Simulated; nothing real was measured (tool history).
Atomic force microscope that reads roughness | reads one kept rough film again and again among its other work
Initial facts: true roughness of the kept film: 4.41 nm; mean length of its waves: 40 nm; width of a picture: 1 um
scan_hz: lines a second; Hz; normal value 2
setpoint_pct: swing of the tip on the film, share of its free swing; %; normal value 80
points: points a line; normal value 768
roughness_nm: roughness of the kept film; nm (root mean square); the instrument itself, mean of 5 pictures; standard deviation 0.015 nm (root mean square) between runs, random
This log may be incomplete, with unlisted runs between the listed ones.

run,hour,scan_hz,setpoint_pct,points,roughness_nm
1,0,2,80,768,3.581
2,36.5,2,80,350,3.316
3,72,2,80,904,3.137
4,110.4,2,80,904,2.962
# hour 136.5: new tip fitted
5,142.7,2,62,768,3.794
6,198.1,2,62,768,3.418
7,239.4,2,62,768,3.176
# hour 274.7: new tip fitted
8,299.7,2,58,768,3.699
9,350.8,2,58,768,3.328
10,379.9,2,58,768,3.225
# hour 412.7: new tip fitted
11,436.4,2.58,75,515,3.453
12,504.6,2.58,75,515,3.023
# hour 551.1: new tip fitted
13,563.9,1.46,69,884,3.713
14,625.8,1.46,84,354,3.122
15,670.1,1.46,84,354,2.895
# hour 687.2: new tip fitted
16,700.1,1.46,84,354,3.537
17,738.7,1.46,84,354,3.262

5 options for the next run, each taken on its own from the tool as it stands now. Forecast them:
A,801.6,3.28,61,390,?
B,801.6,1.46,85,478,?
C,801.6,1.04,61,385,?
D,801.6,3.47,79,355,?
E,801.6,0.54,58,913,?

run,roughness_nm
A,3.011
B,2.932
C,3.178
D,2.725
E,3.245
With the hidden condition removed and each run's random variation left untouched, the same runs would have given:
run,roughness_nm
A,3.788
B,3.687
C,3.997
D,3.427
E,4.082
